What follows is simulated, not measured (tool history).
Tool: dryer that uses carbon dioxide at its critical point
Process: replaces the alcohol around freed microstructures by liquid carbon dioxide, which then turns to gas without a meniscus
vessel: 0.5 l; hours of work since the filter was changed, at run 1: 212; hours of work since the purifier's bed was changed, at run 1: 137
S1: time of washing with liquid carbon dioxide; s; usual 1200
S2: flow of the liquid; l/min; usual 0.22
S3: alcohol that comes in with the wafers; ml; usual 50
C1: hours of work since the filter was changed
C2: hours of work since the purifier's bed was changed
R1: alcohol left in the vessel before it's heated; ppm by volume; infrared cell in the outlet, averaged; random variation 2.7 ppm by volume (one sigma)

run 1 day=0 | S1=1200 S2=0.22 S3=50 | C1=212 C2=137 | R1=46
run 2 day=0.625 | S1=1200 S2=0.22 S3=50 | C1=217 C2=142 | R1=45
run 3 day=1.238 | S1=1440 S2=0.22 S3=50 | C1=222 C2=146 | R1=22
run 4 day=2.2 | S1=1440 S2=0.22 S3=50 | C1=230 C2=154 | R1=21
run 5 day=2.821 | S1=1440 S2=0.145 S3=50 | C1=235 C2=159 | R1=192
run 6 day=3.433 | S1=1440 S2=0.145 S3=50 | C1=239 C2=164 | R1=195
run 7 day=4.104 | S1=1440 S2=0.145 S3=50 | C1=245 C2=169 | R1=199
run 8 day=4.975 | S1=1440 S2=0.145 S3=50 | C1=251 C2=176 | R1=204
run 9 day=5.788 | S1=1020 S2=0.158 S3=50 | C1=258 C2=182 | R1=824
run 10 day=6.867 | S1=780 S2=0.14 S3=103 | C1=266 C2=190 | R1=7805
run 11 day=7.846 | S1=780 S2=0.14 S3=103 | C1=274 C2=198 | R1=7951
-- day=8.388 inlet filter changed
run 12 day=8.975 | S1=780 S2=0.14 S3=103 | C1=5 C2=207 | R1=6207
run 13 day=10.104 | S1=1740 S2=0.358 S3=69 | C1=13 C2=216 | R1=15
run 14 day=10.662 | S1=1740 S2=0.358 S3=69 | C1=18 C2=220 | R1=15
run 15 day=11.442 | S1=1740 S2=0.358 S3=69 | C1=24 C2=226 | R1=10
run 16 day=12.012 | S1=1740 S2=0.16 S3=21 | C1=28 C2=230 | R1=22

4 ways to go on from here, each from the tool as it stands after run 16. What would each give?
run A day=12.867 | S1=1380 S2=0.166 S3=27 | C1=35 C2=237 | R1=?
run B day=12.867 | S1=780 S2=0.301 S3=58 | C1=35 C2=237 | R1=?
run C day=12.867 | S1=1740 S2=0.142 S3=69 | C1=35 C2=237 | R1=?
run D day=12.867 | S1=1140 S2=0.214 S3=21 | C1=35 C2=237 | R1=?

run=A R1=57
run=B R1=99
run=C R1=64
run=D R1=35
Without the tool's hidden state the same runs would have given:
run=A R1=43
run=B R1=80
run=C R1=48
run=D R1=23
